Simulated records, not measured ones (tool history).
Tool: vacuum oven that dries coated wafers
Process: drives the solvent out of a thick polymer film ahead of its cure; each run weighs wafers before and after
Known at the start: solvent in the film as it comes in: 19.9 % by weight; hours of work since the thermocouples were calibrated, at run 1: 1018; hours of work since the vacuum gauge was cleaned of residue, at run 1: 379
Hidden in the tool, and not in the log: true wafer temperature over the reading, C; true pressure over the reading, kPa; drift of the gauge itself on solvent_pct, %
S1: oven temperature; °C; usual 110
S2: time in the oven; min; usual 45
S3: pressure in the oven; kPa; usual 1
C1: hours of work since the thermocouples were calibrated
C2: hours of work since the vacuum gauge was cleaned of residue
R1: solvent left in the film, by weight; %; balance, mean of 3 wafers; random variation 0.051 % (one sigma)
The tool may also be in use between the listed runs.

run,day,S1,S2,S3,C1,C2,R1
1,0,110,45,1,1018,379,1.44
2,0.538,110,32,1,1026,387,2.53
3,1.454,110,32,1,1038,400,2.51
4,2.054,110,32,2.26,1047,408,3.19
5,2.592,110,32,2.26,1054,415,3.23
6,3.392,110,45,1,1065,426,1.52
7,4.492,115,45,1,1080,442,0.97
8,5.342,101,45,1,1092,453,3.04
9,6.5,124,45,1,1108,469,0.43
10,7.475,110,46,1,1122,483,1.46
11,8.646,110,46,0.69,1138,499,1.21
12,9.221,110,46,0.69,1146,507,1.26
13,10.154,110,61,1,1159,520,0.99
14,11.325,110,45,1,1175,536,1.55
15,12.379,110,45,1,1190,551,1.45
16,13.254,110,45,1,1202,563,1.52
17,14.208,110,45,1,1215,576,1.59
18,15.312,110,45,0.68,1230,591,1.43
19,16.3,110,45,1,1244,605,1.49
20,17.292,110,45,1,1257,619,1.63
21,18.496,110,45,1,1274,635,1.56
22,19.117,110,45,1,1283,644,1.57
23,20.121,110,45,1,1297,658,1.51
24,21.012,110,45,1,1309,670,1.5
25,22.017,110,45,1.39,1323,684,1.77
# day 22.146: vacuum gauge cleaned of residue and calibrated
26,22.917,110,45,1.39,1334,11,1.78
27,23.746,98,28,0.93,1346,22,6.31
28,24.658,110,22,0.65,1358,35,4.32
29,25.521,110,51,1.09,1370,47,1.5
30,26.267,113,58,3.04,1381,57,2.04
31,27.225,113,58,3.04,1394,70,2.12
# day 27.383: vacuum gauge cleaned of residue and calibrated, once more
32,27.788,97,28,1.51,1401,6,6.94
33,28.3,97,28,1.51,1408,13,6.92
34,29.3,123,32,1,1422,26,0.92
35,29.867,110,29,1,1430,34,2.98
36,30.458,110,29,1,1438,43,2.83
37,31.121,100,37,2.15,1447,52,4.98
38,32.075,100,37,2.15,1460,65,4.97
# day 32.262: oven's thermocouples calibrated
39,33.208,110,45,2.06,13,79,1.91
40,34.221,110,45,1.43,27,93,1.65
41,35.342,98,45,3.31,43,109,5.39
42,36.208,103,28,1.44,55,121,4.88
43,37.371,103,28,1.44,71,137,4.8
44,37.996,103,28,1.44,79,146,4.84
45,38.696,103,28,1.44,89,155,4.8
46,39.304,124,56,1.44,97,164,0.61

3 ways to go on from here, each from the tool as it stands after run 46. What would each give?
A,39.996,124,54,0.5,107,173,?
B,39.996,100,31,1.39,107,173,?
C,39.996,110,35,1.71,107,173,?

run,R1
A,0.21
B,4.99
C,2.47
Without the tool's hidden state the same runs would have given:
run,R1
A,0.17
B,4.75
C,2.3
